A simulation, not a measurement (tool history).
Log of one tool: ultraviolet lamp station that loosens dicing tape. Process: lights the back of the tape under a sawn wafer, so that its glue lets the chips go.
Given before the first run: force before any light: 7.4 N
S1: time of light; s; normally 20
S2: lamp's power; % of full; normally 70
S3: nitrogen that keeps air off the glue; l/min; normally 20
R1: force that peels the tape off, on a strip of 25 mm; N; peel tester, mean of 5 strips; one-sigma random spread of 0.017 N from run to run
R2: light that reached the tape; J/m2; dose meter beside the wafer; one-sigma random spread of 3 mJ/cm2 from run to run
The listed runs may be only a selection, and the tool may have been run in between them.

| run | hour | S1 | S2 | S3 | R1 | R2 |
|---|---|---|---|---|---|---|
| 1 | 0 | 20 | 70 | 20 | 0.857 | 4230 |
| 2 | 11.2 | 20 | 70 | 10 | 1.539 | 4210 |
| 3 | 16.7 | 20 | 70 | 10 | 1.386 | 4280 |
| 4 | 29 | 20 | 70 | 10 | 1.416 | 4220 |
| 5 | 40.3 | 20 | 70 | 10 | 1.465 | 4220 |
| 6 | 47.4 | 20 | 70 | 10 | 1.466 | 4240 |
| 7 | 57.1 | 20 | 70 | 10 | 1.447 | 4230 |
| 8 | 65.4 | 20 | 70 | 10 | 1.476 | 4240 |
| 9 | 76 | 20 | 70 | 10 | 1.459 | 4250 |
| 10 | 86.7 | 20 | 70 | 20 | 0.923 | 4230 |
| 11 | 98.9 | 20 | 70 | 14 | 1.225 | 4190 |
| 12 | 110.1 | 20 | 70 | 14 | 1.244 | 4170 |
| 13 | 117.2 | 20 | 70 | 20 | 0.909 | 4190 |
| 14 | 127.6 | 20 | 70 | 20 | 0.921 | 4160 |
| 15 | 140.2 | 20 | 70 | 20 | 0.939 | 4200 |

The next listed run, before its measurement:
| 16 | 148.8 | 20 | 69 | 21 | ? | ? |

R1: 0.935 N
R2: 4060 J/m2
Had the tool carried no hidden state, the very same run would have given R1 0.799 N, R2 4410 J/m2.

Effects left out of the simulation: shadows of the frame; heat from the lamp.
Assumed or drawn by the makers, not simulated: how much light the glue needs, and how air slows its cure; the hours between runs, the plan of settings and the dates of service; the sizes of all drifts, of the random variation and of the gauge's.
